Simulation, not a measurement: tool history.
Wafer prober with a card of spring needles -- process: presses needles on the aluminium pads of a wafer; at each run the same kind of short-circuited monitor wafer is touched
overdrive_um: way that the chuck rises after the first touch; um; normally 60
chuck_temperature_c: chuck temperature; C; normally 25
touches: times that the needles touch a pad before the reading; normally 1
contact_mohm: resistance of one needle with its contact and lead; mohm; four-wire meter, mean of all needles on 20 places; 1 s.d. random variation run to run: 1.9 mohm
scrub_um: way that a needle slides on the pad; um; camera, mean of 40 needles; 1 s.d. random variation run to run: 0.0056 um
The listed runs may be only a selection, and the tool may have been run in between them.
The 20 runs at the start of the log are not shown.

run   hour  overdrive_um  chuck_temperature_c  touches  touches since the tips were cleaned  cleanings since the card got new needles  touches since the first contact's height was set  contact_mohm  scrub_um
     444.7  -- tips cleaned on abrasive film
     449.5  -- height of the first contact set anew
     458.7  -- tips cleaned on abrasive film
 21  458.7            67                   26        1                                    0                                        76                                              5310           206     8.429
     473.4  -- tips cleaned on abrasive film
     486.7  -- tips cleaned on abrasive film
 22  490.1            68                   26        3                                 2009                                        78                                             23630           221     8.528
     501.2  -- tips cleaned on abrasive film
 23  504.4            58                  112        2                                 1900                                        79                                             31954           267     7.262
     514.5  -- tips cleaned on abrasive film
 24  521.7            43                   40        1                                 4178                                        80                                             42013           376     5.366
     528.9  -- tips cleaned on abrasive film
     542.1  -- tips cleaned on abrasive film
 25  542.2            43                   40        1                                   76                                        82                                             53974           254     5.352
     556.0  -- tips cleaned on abrasive film
 26  561.2            43                   40        1                                 2994                                        83                                             65011           348     5.351
     570.9  -- tips cleaned on abrasive film
 27  575.7            43                   40        1                                 2825                                        84                                             73505           343     5.344
     584.7  -- tips cleaned on abrasive film
     590.6  -- height of the first contact set anew
 28  593.6            43                   40        1                                 5054                                        85                                              1803           377     5.416
     599.3  -- tips cleaned on abrasive film
     612.7  -- tips cleaned on abrasive film
 29  612.7            43                   40        1                                    0                                        87                                             12871           245     5.394
     627.2  -- tips cleaned on abrasive film
 30  628.9            79                   40        3                                  976                                        88                                             22306           213     9.932
     641.5  -- tips cleaned on abrasive film
     657.0  -- tips cleaned on abrasive film
 31  661.4            41                   40        3                                 2572                                        90                                             41254           276     5.115

Branching from run 31: 4 alternative next runs. What would each branch give?
     672.8  -- tips cleaned on abrasive film
  A  678.2            53                   35        2                                 3143                                        91                                             51040             ?         ?
     672.8  -- tips cleaned on abrasive film
  B  678.2            79                   25        1                                 3143                                        91                                             51040             ?         ?
     672.8  -- tips cleaned on abrasive film
  C  678.2            49                   40        3                                 3143                                        91                                             51040             ?         ?
     672.8  -- tips cleaned on abrasive film
  D  678.2            51                   29        3                                 3143                                        91                                             51040             ?         ?

run  contact_mohm  scrub_um
  A           273     6.625
  B           246     9.889
  C           259     6.116
  D           251     6.378
Take away the tool's hidden state, keep each run's random variation, and the runs would have read:
run  contact_mohm  scrub_um
  A           213     6.674
  B           198     9.938
  C           215     6.165
  D           210     6.427
